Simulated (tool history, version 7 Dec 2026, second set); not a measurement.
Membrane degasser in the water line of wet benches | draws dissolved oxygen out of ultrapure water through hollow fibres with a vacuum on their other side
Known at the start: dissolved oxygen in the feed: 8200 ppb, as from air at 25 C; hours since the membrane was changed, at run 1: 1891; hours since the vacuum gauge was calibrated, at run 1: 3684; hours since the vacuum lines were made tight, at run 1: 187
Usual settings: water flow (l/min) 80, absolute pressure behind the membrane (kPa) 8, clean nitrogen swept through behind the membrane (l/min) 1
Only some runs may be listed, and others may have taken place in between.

run    hour  water flow (l/min)  absolute pressure behind the membrane (kPa)  clean nitrogen swept through behind the membrane (l/min)  hours since the membrane was changed  hours since the vacuum gauge was calibrated  hours since the vacuum lines were made tight  dissolved oxygen in the water behind the degasser (ppb)  pressure that the water loses in the fibres (kPa)
  1       0                  80                                            8                                                         1                                  1891                                         3684                                           187                                                      663                                              63.67
  2    93.6                  80                                            8                                                         1                                  1985                                         3778                                           281                                                    669.2                                              63.99
  3   204.9                  80                                            8                                                         1                                  2096                                         3889                                           392                                                    657.7                                              63.73
  4   260.5                  80                                            8                                                         1                                  2152                                         3945                                           448                                                    666.7                                              63.87
  5   361.2                  80                                            8                                                         1                                  2252                                         4046                                           549                                                    665.4                                              63.86
  6     427                 100                                            8                                                         1                                  2318                                         4112                                           614                                                    810.2                                              79.86
  7     511                  80                                            8                                                         1                                  2402                                         4195                                           698                                                    661.3                                              63.71
  8   607.9                  80                                            8                                                         1                                  2499                                         4292                                           795                                                    660.7                                              63.86
  9   668.4                  80                                            8                                                         1                                  2559                                         4353                                           856                                                    667.5                                              63.79
 10   748.3                  80                                        17.66                                                         1                                  2639                                         4433                                           936                                                   1679.2                                              64.02
 11   840.8                  80                                        17.66                                                         1                                  2732                                         4525                                          1028                                                   1711.8                                              63.99
 12   962.1                  80                                        17.66                                                         1                                  2853                                         4647                                          1149                                                   1698.8                                              64.06
 13  1052.3                  80                                        17.66                                                         1                                  2943                                         4737                                          1240                                                   1690.6                                              63.93
 14  1164.4                  80                                        17.66                                                         1                                  3055                                         4849                                          1352                                                   1691.9                                              63.91
 15  1253.7                  80                                        17.66                                                         1                                  3145                                         4938                                          1441                                                   1715.1                                              63.94
 16    1372                  64                                        17.66                                                         1                                  3263                                         5057                                          1559                                                   1457.3                                              51.24
 17  1426.3                  58                                        12.36                                                      0.68                                  3317                                         5111                                          1614                                                   1173.4                                              46.63
 18  1545.1                  58                                        12.36                                                      0.68                                  3436                                         5230                                          1732                                                     1181                                               46.9
 19  1623.7                  58                                         8.27                                                       0.4                                  3515                                         5308                                          1811                                                    931.7                                              46.71
 20  1740.2                  66                                        12.82                                                         1                                  3631                                         5425                                          1927                                                   1041.2                                              52.79
 21  1813.2                 106                                         4.85                                                      2.74                                  3704                                         5498                                          2001                                                    273.8                                              85.03
 22  1912.3                  54                                         4.85                                                      0.52                                  3803                                         5597                                          2100                                                      286                                              43.23
 23  2010.7                  54                                         4.85                                                      0.52                                  3902                                         5695                                          2198                                                    285.1                                              43.51
 24  2126.7                  54                                         4.85                                                      0.52                                  4018                                         5811                                          2314                                                    286.9                                              43.28
 25  2211.8                  54                                         4.85                                                      0.52                                  4103                                         5896                                          2399                                                    285.1                                              43.52
 26  2263.7                  54                                         4.85                                                      0.52                                  4155                                         5948                                          2451                                                    288.9                                              43.55
 27  2358.7                  76                                         9.65                                                         1                                  4250                                         6043                                          2546                                                    829.6                                              61.32
 28    2425                  76                                         9.65                                                      0.52                                  4316                                         6109                                          2612                                                   1190.1                                               61.2
 29  2537.1                  76                                         9.65                                                      0.52                                  4428                                         6222                                          2724                                                   1181.7                                               61.2
 30    2630                  73                                            8                                                      0.43                                  4521                                         6314                                          2817                                                    980.8                                              58.31
 31  2746.9                 115                                        13.09                                                      1.76                                  4638                                         6431                                          2934                                                     1195                                              92.76
 32  2845.3                 115                                        13.09                                                      1.76                                  4736                                         6530                                          3033                                                   1207.2                                              92.89

Below are 4 alternative next runs, each starting from the tool's condition after run 32. Predict each:
  A  2964                  74                                        19.42                                                      0.61                                  4855                                         6648                                          3151                                                        ?                                                  ?
  B  2964                  96                                        13.09                                                      1.76                                  4855                                         6648                                          3151                                                        ?                                                  ?
  C  2964                  57                                         15.2                                                      1.76                                  4855                                         6648                                          3151                                                        ?                                                  ?
  D  2964                 115                                        10.37                                                      1.76                                  4855                                         6648                                          3151                                                        ?                                                  ?

run  dissolved oxygen in the water behind the degasser (ppb)  pressure that the water loses in the fibres (kPa)
  A                                                     2351                                              59.65
  B                                                     1020                                              77.32
  C                                                    769.4                                              45.55
  D                                                    949.5                                              92.18
The same runs, with their run-to-run variation unchanged, on a tool lacking any hidden condition would have given:
run  dissolved oxygen in the water behind the degasser (ppb)  pressure that the water loses in the fibres (kPa)
  A                                                   2335.1                                              58.66
  B                                                    998.6                                              76.02
  C                                                    756.4                                              44.78
  D                                                    921.9                                              90.64

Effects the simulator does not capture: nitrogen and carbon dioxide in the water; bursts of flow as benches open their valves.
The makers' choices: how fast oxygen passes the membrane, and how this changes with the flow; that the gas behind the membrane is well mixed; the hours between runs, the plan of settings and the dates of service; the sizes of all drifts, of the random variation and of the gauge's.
